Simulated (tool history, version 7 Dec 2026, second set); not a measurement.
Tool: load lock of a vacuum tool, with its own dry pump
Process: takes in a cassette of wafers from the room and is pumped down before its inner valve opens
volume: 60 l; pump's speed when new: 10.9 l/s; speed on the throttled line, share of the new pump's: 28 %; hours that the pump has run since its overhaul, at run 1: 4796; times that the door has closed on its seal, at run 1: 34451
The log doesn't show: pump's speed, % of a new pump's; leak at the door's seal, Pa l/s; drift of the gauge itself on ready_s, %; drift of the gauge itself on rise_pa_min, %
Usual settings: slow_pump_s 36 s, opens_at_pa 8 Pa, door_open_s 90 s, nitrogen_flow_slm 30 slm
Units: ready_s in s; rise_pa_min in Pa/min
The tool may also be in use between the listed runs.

run      day  slow_pump_s  opens_at_pa  door_open_s  nitrogen_flow_slm  hours that the pump has run since its overhaul  times that the door has closed on its seal  incoming humidity of the room's air, %  ready_s  rise_pa_min
  1    0.000           36            8           90                 30                                            4796                                       34451                                    43.1     80.2        0.295
  2    4.329           36            8           90                  7                                            4900                                       34818                                    46.9     79.9        0.329
  3    7.154           36            8           90                 30                                            4968                                       35058                                    42.6     79.5        0.306
  4   11.654           36            8           90                 30                                            5076                                       35440                                    47.2     80.3        0.310
  5   15.688           36            8           90                 30                                            5173                                       35782                                    43.3     79.1        0.323
  6   20.725           36            8           90                 14                                            5294                                       36210                                    43.5     80.3        0.327
  7   23.408           36            8           90                 14                                            5358                                       36438                                    43.6     79.4        0.329
  8   26.542           36            8           90                 14                                            5433                                       36704                                    43.6     80.9        0.341
  9   28.933           36            8           90                 14                                            5491                                       36907                                    42.5     80.3        0.340
 10   33.275           36            8           90                 14                                            5595                                       37275                                    44.1     80.4        0.345
 11   36.992           36           11           90                 30                                            5684                                       37591                                    46.6     78.1        0.331
 12   39.158           36           11           90                 30                                            5736                                       37775                                    42.1     79.0        0.341
 13   41.321           36           11           90                 30                                            5788                                       37958                                    46.4     78.3        0.344
 14   45.112           36            8           90                 30                                            5879                                       38280                                    45.3     80.6        0.341
 15   47.638           36            8           90                 30                                            5940                                       38494                                    46.7     81.3        0.341
 16   51.112           36            8           90                 30                                            6023                                       38789                                    47.4     80.6        0.349
 17   54.475           36            8           90                 30                                            6104                                       39074                                    45.1     79.9        0.368
 18   58.892           36            8           90                 30                                            6210                                       39449                                    42.0     79.2        0.358
 19   62.958           36            8           90                 30                                            6307                                       39795                                    46.0     81.2        0.374
 20   66.525           36            8           90                 30                                            6393                                       40097                                    50.5     80.4        0.370
 21   69.696           24            8           26                 18                                            6469                                       40367                                    45.2     72.2        0.366
 22   72.954           24           15           26                  7                                            6547                                       40643                                    46.6     67.1        0.376
 23   77.521           34           10          224                 42                                            6657                                       41031                                    44.5     78.3        0.401
 24   80.358           18           10          224                  5                                            6725                                       41272                                    40.9     65.2        0.446
 25   85.021           18            8          224                  5                                            6837                                       41667                                    45.6     67.9        0.456
 26   88.408           48            9           83                  9                                            6918                                       41955                                    42.9     87.7        0.414
 27   93.779           52            9           83                  9                                            7047                                       42410                                    44.6     89.6        0.425
 28   96.629           41           11           81                  6                                            7115                                       42652                                    42.1     82.5        0.417
 29   99.733           36           13          204                 30                                            7190                                       42916                                    42.1     77.5        0.420
 30  102.583           60           15           61                 15                                            7258                                       43158                                    47.0     93.2        0.426
 31  106.196           60           15           53                 15                                            7345                                       43465                                    43.9     92.9        0.416
 32  111.112           29           11          188                  8                                            7463                                       43882                                    46.8     73.9        0.470

The next listed run, before its measurement:
 33  116.000           29           11          188                  4                                            7580                                       44297                                    44.9        ?            ?

{"run 33": {"ready_s": 74.8, "rise_pa_min": 0.485}}
Without the tool's hidden state the same run would have given ready_s 72.5 s, rise_pa_min 0.091 Pa/min.
